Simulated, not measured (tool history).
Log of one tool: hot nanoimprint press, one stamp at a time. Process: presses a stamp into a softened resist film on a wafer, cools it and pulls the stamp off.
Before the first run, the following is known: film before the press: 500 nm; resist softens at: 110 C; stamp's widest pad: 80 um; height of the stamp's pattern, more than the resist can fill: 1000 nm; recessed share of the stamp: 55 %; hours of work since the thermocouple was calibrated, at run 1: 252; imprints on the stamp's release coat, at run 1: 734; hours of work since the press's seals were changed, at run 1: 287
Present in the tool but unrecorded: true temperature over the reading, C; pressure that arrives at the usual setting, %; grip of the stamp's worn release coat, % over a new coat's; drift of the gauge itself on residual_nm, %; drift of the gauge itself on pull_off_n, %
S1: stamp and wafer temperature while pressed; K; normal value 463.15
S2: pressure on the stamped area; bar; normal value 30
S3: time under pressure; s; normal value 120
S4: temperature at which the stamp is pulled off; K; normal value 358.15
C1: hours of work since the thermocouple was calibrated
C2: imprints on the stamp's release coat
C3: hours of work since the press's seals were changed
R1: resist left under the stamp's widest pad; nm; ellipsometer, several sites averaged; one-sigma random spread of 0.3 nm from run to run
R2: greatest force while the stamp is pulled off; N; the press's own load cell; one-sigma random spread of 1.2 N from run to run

| run | hour | S1 | S2 | S3 | S4 | C1 | C2 | C3 | R1 | R2 |
|---|---|---|---|---|---|---|---|---|---|---|
| 1 | 0 | 463.15 | 30 | 120 | 358.15 | 252 | 734 | 287 | 195.5 | 164 |
| 2 | 9.3 | 463.15 | 30 | 120 | 350.15 | 258 | 774 | 293 | 195.2 | 196 |
| 3 | 17.1 | 463.15 | 30 | 120 | 350.15 | 263 | 808 | 298 | 195.2 | 197 |
| 4 | 22.7 | 463.15 | 30 | 120 | 350.15 | 266 | 832 | 302 | 195.1 | 199 |
| 5 | 27.8 | 463.15 | 30 | 120 | 350.15 | 269 | 853 | 305 | 195.1 | 196 |
| 6 | 39.5 | 463.15 | 30 | 120 | 350.15 | 277 | 903 | 312 | 195.1 | 199 |
|  | 48.2 | stamp cleaned and given a new release coat |
| 7 | 53.4 | 463.15 | 30 | 120 | 350.15 | 282 | 22 | 318 | 195.1 | 166 |
| 8 | 60.1 | 463.15 | 30 | 120 | 350.15 | 286 | 51 | 322 | 195 | 170 |
| 9 | 70.9 | 463.15 | 30 | 120 | 358.15 | 293 | 97 | 329 | 194.9 | 145 |
| 10 | 79.7 | 463.15 | 30 | 120 | 357.15 | 299 | 135 | 334 | 194.5 | 149 |
| 11 | 87.2 | 463.15 | 30 | 120 | 357.15 | 304 | 167 | 339 | 194.9 | 151 |
|  | 91.2 | plate thermocouple calibrated |
| 12 | 97.7 | 463.15 | 30 | 120 | 351.15 | 4 | 199 | 344 | 193.1 | 173 |
| 13 | 108.5 | 463.15 | 30 | 120 | 351.15 | 11 | 245 | 351 | 193.3 | 174 |
|  | 116.5 | plate thermocouple calibrated, once more |
| 14 | 121.7 | 463.15 | 30 | 106 | 358.15 | 3 | 289 | 358 | 207 | 154 |
| 15 | 129.6 | 463.15 | 30 | 106 | 358.15 | 8 | 323 | 363 | 207.3 | 152 |
| 16 | 139.5 | 458.15 | 21.9 | 137 | 356.15 | 15 | 365 | 369 | 256.3 | 160 |
| 17 | 144.6 | 467.15 | 30 | 120 | 359.15 | 18 | 387 | 372 | 170 | 151 |
| 18 | 154.7 | 467.15 | 30 | 120 | 359.15 | 25 | 430 | 379 | 169.2 | 152 |
| 19 | 159.9 | 467.15 | 30 | 120 | 359.15 | 28 | 453 | 382 | 169 | 153 |
| 20 | 171.9 | 475.15 | 24.2 | 120 | 366.15 | 36 | 504 | 390 | 140.8 | 128 |
| 21 | 177 | 475.15 | 24.2 | 120 | 366.15 | 39 | 526 | 393 | 140.2 | 130 |
| 22 | 182.4 | 475.15 | 24.2 | 117 | 366.15 | 42 | 549 | 397 | 142.2 | 132 |
| 23 | 192.4 | 475.15 | 23.2 | 117 | 356.15 | 49 | 592 | 403 | 145.1 | 167 |
| 24 | 202.8 | 475.15 | 39.4 | 62 | 348.15 | 56 | 636 | 410 | 148.6 | 200 |
| 25 | 212.8 | 475.15 | 39.4 | 62 | 348.15 | 62 | 679 | 416 | 148.9 | 198 |
| 26 | 222.2 | 475.15 | 39.4 | 62 | 348.15 | 68 | 720 | 422 | 149.2 | 203 |
| 27 | 232.2 | 475.15 | 39.4 | 62 | 348.15 | 74 | 762 | 429 | 148.6 | 204 |
| 28 | 242.8 | 456.15 | 22.8 | 165 | 344.15 | 81 | 808 | 436 | 252.6 | 221 |
| 29 | 250.5 | 456.15 | 22.8 | 165 | 344.15 | 86 | 841 | 441 | 252.4 | 221 |
| 30 | 258.4 | 463.15 | 27.4 | 120 | 358.15 | 91 | 875 | 446 | 204.3 | 168 |

Some steps in R1 between neighbouring runs. How much of each would the tool show without its hidden state too (settings, what came in, random variation), and how much is left for the hidden state, with any gauge scatter that isn't in both results?
Run 11 -> 12: S4 357.15 -> 351.15, plate thermocouple calibrated. R1 -1.8 nm: hidden state -1.5, all else -0.3.
Run 13 -> 14: S3 120 -> 106, S4 351.15 -> 358.15, plate thermocouple calibrated, once more. R1 +13.7 nm: hidden state +3.5, all else +10.2.
Run 15 -> 16: S1 463.15 -> 458.15, S2 30 -> 21.9, S3 106 -> 137, S4 358.15 -> 356.15. R1 +49 nm: hidden state -0.8, all else +49.8.
Run 16 -> 17: S1 458.15 -> 467.15, S2 21.9 -> 30, S3 137 -> 120, S4 356.15 -> 359.15. R1 -86.3 nm: hidden state +0.8, all else -87.1.
Run 27 -> 28: S1 475.15 -> 456.15, S2 39.4 -> 22.8, S3 62 -> 165, S4 348.15 -> 344.15. R1 +104 nm: hidden state -1.9, all else +105.9.
